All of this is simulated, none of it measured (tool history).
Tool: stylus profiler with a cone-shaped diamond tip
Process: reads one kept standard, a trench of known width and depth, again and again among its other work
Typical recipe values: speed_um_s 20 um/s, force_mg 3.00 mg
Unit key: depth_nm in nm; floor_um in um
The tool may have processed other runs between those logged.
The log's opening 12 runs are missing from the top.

run	day	speed_um_s	force_mg	depth_nm	floor_um
13	34.488	20	3.00	1012.34	95.25
14	38.362	20	3.00	1012.35	95.20
15	42.121	20	3.00	1013.21	95.16
# day 42.458: height scale calibrated on a step standard
16	45.321	20	3.00	1015.72	95.11
17	47.288	44	1.42	1012.21	94.89
18	49.767	16	1.42	1012.59	95.04
19	53.067	14	1.19	1012.02	94.97
20	55.133	23	3.00	1016.62	94.98
21	58.242	16	4.68	1020.14	94.94
22	60.800	20	4.68	1020.29	94.87
23	62.558	11	5.95	1022.39	94.93
# day 66.458: height scale calibrated on a step standard, once more
24	66.554	11	5.95	1014.12	94.85
25	69.238	9	4.48	1011.98	94.87
26	72.575	9	4.48	1012.40	94.80
27	74.917	10	2.46	1008.13	94.80
28	77.817	10	2.46	1008.94	94.69
29	80.412	64	2.21	1008.72	94.38
30	84.008	10	1.38	1006.42	94.62
31	87.238	7	1.70	1007.60	94.60

3 options for the next run, each taken on its own from the tool as it stands now. Forecast them:
A	90.850	39	2.87	?	?
B	90.850	19	2.03	?	?
C	90.850	8	8.33	?	?

run	depth_nm	floor_um
A	1010.38	94.43
B	1008.40	94.53
C	1019.84	94.60
Without the tool's hidden state the same runs would have given:
run	depth_nm	floor_um
A	1008.66	95.83
B	1006.68	95.92
C	1018.10	95.99
